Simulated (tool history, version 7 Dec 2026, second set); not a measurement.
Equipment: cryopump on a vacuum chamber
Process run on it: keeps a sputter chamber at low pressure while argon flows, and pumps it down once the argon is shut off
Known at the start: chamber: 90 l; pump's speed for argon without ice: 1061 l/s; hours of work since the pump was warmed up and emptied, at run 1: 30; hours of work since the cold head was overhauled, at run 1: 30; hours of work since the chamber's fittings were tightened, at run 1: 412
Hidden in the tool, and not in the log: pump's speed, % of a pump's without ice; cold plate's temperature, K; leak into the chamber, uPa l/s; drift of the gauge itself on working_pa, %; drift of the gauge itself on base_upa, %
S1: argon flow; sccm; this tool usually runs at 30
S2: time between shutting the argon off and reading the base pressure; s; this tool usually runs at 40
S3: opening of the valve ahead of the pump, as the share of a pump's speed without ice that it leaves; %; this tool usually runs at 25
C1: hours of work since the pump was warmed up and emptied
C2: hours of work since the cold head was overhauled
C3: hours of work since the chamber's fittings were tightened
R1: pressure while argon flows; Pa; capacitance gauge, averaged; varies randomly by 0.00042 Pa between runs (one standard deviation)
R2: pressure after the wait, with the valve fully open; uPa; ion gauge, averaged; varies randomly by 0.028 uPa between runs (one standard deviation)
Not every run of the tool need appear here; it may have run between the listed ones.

run 1 hour=0 | S1=30 S2=40 S3=25 | C1=30 C2=30 C3=412 | R1=0.1918 R2=2.7
run 2 hour=17.7 | S1=30 S2=40 S3=25 | C1=41 C2=41 C3=423 | R1=0.1917 R2=2.74
run 3 hour=33.7 | S1=30 S2=40 S3=25 | C1=51 C2=51 C3=433 | R1=0.1924 R2=2.77
run 4 hour=49.3 | S1=30 S2=40 S3=25 | C1=61 C2=61 C3=443 | R1=0.1923 R2=2.77
run 5 hour=61.7 | S1=30 S2=73 S3=25 | C1=68 C2=68 C3=451 | R1=0.1925 R2=2.31
run 6 hour=76.4 | S1=30 S2=73 S3=25 | C1=78 C2=78 C3=460 | R1=0.1937 R2=2.35
run 7 hour=88.8 | S1=30 S2=40 S3=44 | C1=85 C2=85 C3=467 | R1=0.1106 R2=2.82
run 8 hour=100.8 | S1=30 S2=40 S3=44 | C1=93 C2=93 C3=475 | R1=0.1104 R2=2.83
run 9 hour=121.7 | S1=30 S2=40 S3=25 | C1=106 C2=106 C3=488 | R1=0.1938 R2=2.95
run 10 hour=140.4 | S1=30 S2=40 S3=25 | C1=117 C2=117 C3=499 | R1=0.1944 R2=2.94
run 11 hour=161.3 | S1=30 S2=40 S3=48 | C1=130 C2=130 C3=512 | R1=0.1023 R2=3.07
run 12 hour=181.4 | S1=14 S2=40 S3=25 | C1=142 C2=142 C3=525 | R1=0.0901 R2=3.08
run 13 hour=192.2 | S1=14 S2=40 S3=25 | C1=149 C2=149 C3=531 | R1=0.09 R2=3.08
run 14 hour=201.4 | S1=14 S2=40 S3=25 | C1=155 C2=155 C3=537 | R1=0.0904 R2=3.15
run 15 hour=216.3 | S1=39 S2=52 S3=25 | C1=164 C2=164 C3=546 | R1=0.2524 R2=2.89
run 16 hour=226.6 | S1=39 S2=285 S3=57 | C1=171 C2=171 C3=553 | R1=0.1131 R2=2.33
run 17 hour=242.2 | S1=39 S2=285 S3=57 | C1=180 C2=180 C3=562 | R1=0.113 R2=2.43
run 18 hour=254.9 | S1=17 S2=248 S3=18 | C1=188 C2=188 C3=570 | R1=0.1532 R2=2.38
run 19 hour=266.2 | S1=17 S2=248 S3=18 | C1=195 C2=195 C3=577 | R1=0.1525 R2=2.44
run 20 hour=280 | S1=30 S2=40 S3=37 | C1=203 C2=203 C3=586 | R1=0.1333 R2=3.34
run 21 hour=293.7 | S1=30 S2=23 S3=21 | C1=212 C2=212 C3=594 | R1=0.2314 R2=4.16
run 22 hour=309.8 | S1=43 S2=51 S3=25 | C1=222 C2=222 C3=604 | R1=0.2808 R2=3.15
run 23 hour=323.3 | S1=43 S2=288 S3=21 | C1=230 C2=230 C3=612 | R1=0.333 R2=2.59
run 24 hour=344.9 | S1=14 S2=288 S3=16 | C1=244 C2=244 C3=626 | R1=0.141 R2=2.6
run 25 hour=355.4 | S1=30 S2=248 S3=54 | C1=250 C2=250 C3=632 | R1=0.0931 R2=2.73
run 26 hour=377.2 | S1=30 S2=248 S3=54 | C1=264 C2=264 C3=646 | R1=0.0931 R2=2.67
run 27 hour=395 | S1=30 S2=40 S3=17 | C1=275 C2=275 C3=657 | R1=0.2864 R2=3.56

Alternative continuations, all from the tool just after run 27; predict every row:
run A hour=412.4 | S1=29 S2=129 S3=19 | C1=285 C2=285 C3=668 | R1=? R2=?
run B hour=412.4 | S1=19 S2=40 S3=18 | C1=285 C2=285 C3=668 | R1=? R2=?
run C hour=412.4 | S1=30 S2=227 S3=17 | C1=285 C2=285 C3=668 | R1=? R2=?
run D hour=412.4 | S1=13 S2=40 S3=56 | C1=285 C2=285 C3=668 | R1=? R2=?

run=A R1=0.2482 R2=2.91
run=B R1=0.1716 R2=3.64
run=C R1=0.2857 R2=2.77
run=D R1=0.0391 R2=3.53
Had the tool no hidden state, the same runs would have come out as:
run=A R1=0.2432 R2=0.6
run=B R1=0.1683 R2=1.3
run=C R1=0.2804 R2=0.48
run=D R1=0.0368 R2=1.23
